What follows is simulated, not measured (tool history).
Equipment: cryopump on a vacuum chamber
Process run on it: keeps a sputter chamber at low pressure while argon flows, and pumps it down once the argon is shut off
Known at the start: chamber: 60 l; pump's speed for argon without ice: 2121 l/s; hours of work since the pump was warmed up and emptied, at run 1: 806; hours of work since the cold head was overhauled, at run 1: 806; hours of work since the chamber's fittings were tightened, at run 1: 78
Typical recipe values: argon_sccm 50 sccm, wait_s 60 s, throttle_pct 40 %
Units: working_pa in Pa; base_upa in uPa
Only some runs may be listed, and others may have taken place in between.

run   hour  argon_sccm  wait_s  throttle_pct  hours of work since the pump was warmed up and emptied  hours of work since the cold head was overhauled  hours of work since the chamber's fittings were tightened  working_pa  base_upa
  1      0          50      60            40                                                     806                                               806                                                         78      0.1168      0.97
  2     16          50      60            40                                                     817                                               817                                                         89      0.1181      0.95
  3   48.7          30      60            40                                                     839                                               839                                                        110      0.0712      0.99
  4   79.5          50      60            40                                                     859                                               859                                                        131      0.1181      0.94
  5  106.7          50      60            40                                                     877                                               877                                                        149      0.1194      1.02
     137.5  -- pump warmed up, emptied and cooled again
  6  144.5          50      60            40                                                       5                                               899                                                        171       0.101      0.89
  7  165.8          50      60            59                                                      19                                               913                                                        185      0.0693      0.93
  8    185          50      60            59                                                      32                                               926                                                        198      0.0692      0.93
  9  204.4          50      60            40                                                      45                                               939                                                        211      0.1013      0.92
 10  230.6          50     124            40                                                      62                                               956                                                        228      0.1019      0.61
 11    257          50     124            40                                                      79                                               974                                                        246      0.1022      0.58
 12  279.2          50      60            40                                                      94                                               989                                                        260      0.1026      0.93
 13    305          50      60            40                                                     111                                              1006                                                        278      0.1026      0.94
 14  332.7          50      60            40                                                     130                                              1024                                                        296       0.102      0.99
 15  350.9          50      60            40                                                     142                                              1036                                                        308      0.1027      1.02
 16  383.5          50      60            33                                                     164                                              1058                                                        330      0.1252      1.03
 17  406.5          50      60            40                                                     179                                              1073                                                        345      0.1045      1.01
 18  425.1          29     101            17                                                     191                                              1086                                                        357      0.1387      0.75
 19  448.3          38     257            54                                                     207                                              1101                                                        373      0.0598      0.45
 20  468.3          50      29            49                                                     220                                              1115                                                        386      0.0859      1.75
 21  495.8          48     132            49                                                     238                                              1133                                                        404      0.0834      0.66
 22  518.1          21      62            24                                                     253                                              1148                                                        419      0.0727      0.99
 23  547.2          65      60            53                                                     272                                              1167                                                        439      0.1047      1.05
 24  574.3          65      60            53                                                     291                                              1185                                                        457      0.1065      1.04
 25    592          21     184            22                                                     302                                              1197                                                        468       0.079      0.57
 26  608.2          50      60            24                                                     313                                              1208                                                        479      0.1723      1.07
 27  643.2          50      60            31                                                     336                                              1231                                                        502      0.1367      1.07
 28  663.4          50      60            31                                                     350                                              1244                                                        516      0.1358      1.09
 29    690          36     162            25                                                     367                                              1262                                                        534      0.1204      0.66
 30  722.5          58      62            30                                                     389                                              1284                                                        555      0.1634      1.06
 31  740.8          58      62            30                                                     401                                              1296                                                        567      0.1647      1.17
 32  756.6          77     274            47                                                     412                                              1306                                                        578      0.1446       0.6
 33  775.1          77     274            47                                                     424                                              1319                                                        590      0.1461      0.61
 34  805.1          30      37            40                                                     444                                              1339                                                        610      0.0655       1.6

Below are 3 alternative next runs, each starting from the tool's condition after run 34. Predict each:
  A  830.3          86     127            29                                                     461                                              1355                                                        627           ?         ?
  B  830.3          28     147            16                                                     461                                              1355                                                        627           ?         ?
  C  830.3          30     282            40                                                     461                                              1355                                                        627           ?         ?

run  working_pa  base_upa
  A      0.2531      0.78
  B      0.1444      0.72
  C       0.066      0.58
With no hidden state in the tool, these same runs would have given:
run  working_pa  base_upa
  A      0.2357      0.48
  B      0.1387      0.42
  C      0.0599      0.28

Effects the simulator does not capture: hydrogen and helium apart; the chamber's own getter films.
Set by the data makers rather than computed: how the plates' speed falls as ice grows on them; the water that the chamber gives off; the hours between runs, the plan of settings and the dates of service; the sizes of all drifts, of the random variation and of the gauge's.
